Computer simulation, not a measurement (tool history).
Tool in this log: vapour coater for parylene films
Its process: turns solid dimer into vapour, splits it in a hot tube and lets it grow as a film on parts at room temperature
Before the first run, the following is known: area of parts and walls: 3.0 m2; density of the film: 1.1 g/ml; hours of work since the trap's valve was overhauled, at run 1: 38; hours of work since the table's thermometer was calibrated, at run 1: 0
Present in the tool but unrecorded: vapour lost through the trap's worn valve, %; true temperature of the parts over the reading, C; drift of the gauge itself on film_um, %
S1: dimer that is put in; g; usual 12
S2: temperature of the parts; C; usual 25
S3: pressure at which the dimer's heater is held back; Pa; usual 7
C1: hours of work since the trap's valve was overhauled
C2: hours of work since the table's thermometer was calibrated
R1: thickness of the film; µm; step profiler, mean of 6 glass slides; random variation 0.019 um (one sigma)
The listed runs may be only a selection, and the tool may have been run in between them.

run 1 hour=0 | S1=12 S2=25 S3=7 | C1=38 C2=0 | R1=2.65
run 2 hour=40.2 | S1=12 S2=25 S3=7 | C1=57 C2=19 | R1=2.61
run 3 hour=89.8 | S1=12 S2=25 S3=7 | C1=80 C2=43 | R1=2.62
run 4 hour=138 | S1=12 S2=25 S3=7 | C1=103 C2=65 | R1=2.59
run 5 hour=174.4 | S1=12 S2=25 S3=7 | C1=120 C2=83 | R1=2.6
run 6 hour=209.5 | S1=12 S2=25 S3=7 | C1=137 C2=99 | R1=2.57
run 7 hour=274.2 | S1=12 S2=25 S3=7 | C1=168 C2=130 | R1=2.59
run 8 hour=328.5 | S1=12 S2=25 S3=7 | C1=193 C2=156 | R1=2.53
run 9 hour=388.5 | S1=12 S2=25 S3=7 | C1=222 C2=184 | R1=2.49
run 10 hour=457.2 | S1=12 S2=25 S3=7 | C1=254 C2=217 | R1=2.49
-- hour=466.4 trap's valve overhauled
run 11 hour=529.1 | S1=12 S2=25 S3=7 | C1=30 C2=249 | R1=2.43
run 12 hour=595.6 | S1=12 S2=25 S3=7 | C1=61 C2=281 | R1=2.38
run 13 hour=644.3 | S1=12 S2=25 S3=7 | C1=84 C2=304 | R1=2.39
run 14 hour=698 | S1=9 S2=25 S3=7 | C1=110 C2=329 | R1=1.76
run 15 hour=753.3 | S1=9 S2=25 S3=7 | C1=136 C2=355 | R1=1.77
-- hour=792.3 trap's valve overhauled, once more
run 16 hour=821 | S1=9 S2=25 S3=7 | C1=14 C2=386 | R1=1.95
run 17 hour=853.3 | S1=9 S2=31 S3=8.25 | C1=29 C2=401 | R1=1.39
run 18 hour=916.6 | S1=9 S2=31 S3=8.25 | C1=59 C2=431 | R1=1.42
run 19 hour=962.7 | S1=14 S2=33 S3=4.16 | C1=81 C2=453 | R1=2.27
run 20 hour=1019.3 | S1=5 S2=18 S3=2.89 | C1=108 C2=480 | R1=1.46
run 21 hour=1079.7 | S1=6 S2=30 S3=6.89 | C1=136 C2=508 | R1=0.98
run 22 hour=1138.3 | S1=8 S2=22 S3=7.88 | C1=164 C2=536 | R1=1.9
run 23 hour=1180.6 | S1=8 S2=22 S3=7.88 | C1=184 C2=556 | R1=1.85
run 24 hour=1236.7 | S1=8 S2=34 S3=2.03 | C1=211 C2=583 | R1=1.42
run 25 hour=1274.9 | S1=19 S2=28 S3=4.5 | C1=229 C2=601 | R1=3.73
run 26 hour=1346.2 | S1=19 S2=21 S3=5.02 | C1=263 C2=635 | R1=5.09
run 27 hour=1401.7 | S1=19 S2=21 S3=5.02 | C1=289 C2=661 | R1=5.03
run 28 hour=1451.2 | S1=15 S2=25 S3=4.55 | C1=312 C2=684 | R1=3.31
run 29 hour=1486.8 | S1=8 S2=31 S3=7 | C1=329 C2=701 | R1=1.21

Forecast each of these 5 alternatives for the next run:
-- hour=1540.4 trap's valve overhauled
run A hour=1557.4 | S1=20 S2=27 S3=7.76 | C1=8 C2=733 | R1=?
-- hour=1540.4 trap's valve overhauled
run B hour=1557.4 | S1=7 S2=31 S3=7 | C1=8 C2=733 | R1=?
-- hour=1540.4 trap's valve overhauled
run C hour=1557.4 | S1=8 S2=34 S3=7 | C1=8 C2=733 | R1=?
-- hour=1540.4 trap's valve overhauled
run D hour=1557.4 | S1=6 S2=25 S3=6.91 | C1=8 C2=733 | R1=?
-- hour=1540.4 trap's valve overhauled
run E hour=1557.4 | S1=7 S2=23 S3=2.11 | C1=8 C2=733 | R1=?

run=A R1=3.88
run=B R1=1.13
run=C R1=1.13
run=D R1=1.31
run=E R1=2.05
With no hidden state in the tool, these same runs would have given:
run=A R1=3.99
run=B R1=1.16
run=C R1=1.16
run=D R1=1.35
run=E R1=2.06
